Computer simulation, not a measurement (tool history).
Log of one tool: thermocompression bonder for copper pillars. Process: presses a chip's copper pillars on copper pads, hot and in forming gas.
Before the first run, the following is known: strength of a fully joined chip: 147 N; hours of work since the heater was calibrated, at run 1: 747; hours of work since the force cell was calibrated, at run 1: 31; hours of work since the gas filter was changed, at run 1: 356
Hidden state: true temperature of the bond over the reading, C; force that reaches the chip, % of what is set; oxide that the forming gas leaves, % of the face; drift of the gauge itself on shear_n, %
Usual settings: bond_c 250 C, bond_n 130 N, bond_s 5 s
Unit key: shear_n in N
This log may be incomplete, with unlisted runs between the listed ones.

run   hour  bond_c  bond_n  bond_s  hours of work since the heater was calibrated  hours of work since the force cell was calibrated  hours of work since the gas filter was changed  shear_n
  1      0     250     130       5                                            747                                                 31                                             356    100.5
  2   24.6     250     130       5                                            760                                                 44                                             370    100.2
  3   50.3     250     130       5                                            774                                                 58                                             384    101.2
      58.1  -- forming gas filter changed
  4   77.7     259     130       5                                            789                                                 72                                              11    113.8
  5  107.2     250     172       5                                            805                                                 88                                              27    116.6
  6  138.2     250     130       4                                            821                                                105                                              43     98.9
  7  164.5     250     130      11                                            836                                                119                                              58      124
  8  186.1     273     106       3                                            847                                                131                                              69    101.2
  9  220.3     267     130       6                                            866                                                149                                              88    118.6
 10  254.8     251     183       3                                            884                                                168                                             106    104.6
 11  282.9     251     120       3                                            900                                                183                                             122     88.3
 12  307.7     251     120       7                                            913                                                197                                             135    109.1
 13  337.2     251     120       7                                            929                                                213                                             151    109.9
 14  372.8     251     120       7                                            948                                                232                                             170    110.9

Below are 4 alternative next runs, each starting from the tool's condition after run 14. Predict each:
  A  399.6     256      96      12                                            963                                                246                                             185        ?
  B  399.6     278     172       5                                            963                                                246                                             185        ?
  C  399.6     271     117       8                                            963                                                246                                             185        ?
  D  399.6     247     130       5                                            963                                                246                                             185        ?

run  shear_n
  A    117.7
  B    128.2
  C    122.5
  D    100.3
With no hidden state in the tool, these same runs would have given:
run  shear_n
  A    119.4
  B    130.7
  C    124.7
  D    101.2

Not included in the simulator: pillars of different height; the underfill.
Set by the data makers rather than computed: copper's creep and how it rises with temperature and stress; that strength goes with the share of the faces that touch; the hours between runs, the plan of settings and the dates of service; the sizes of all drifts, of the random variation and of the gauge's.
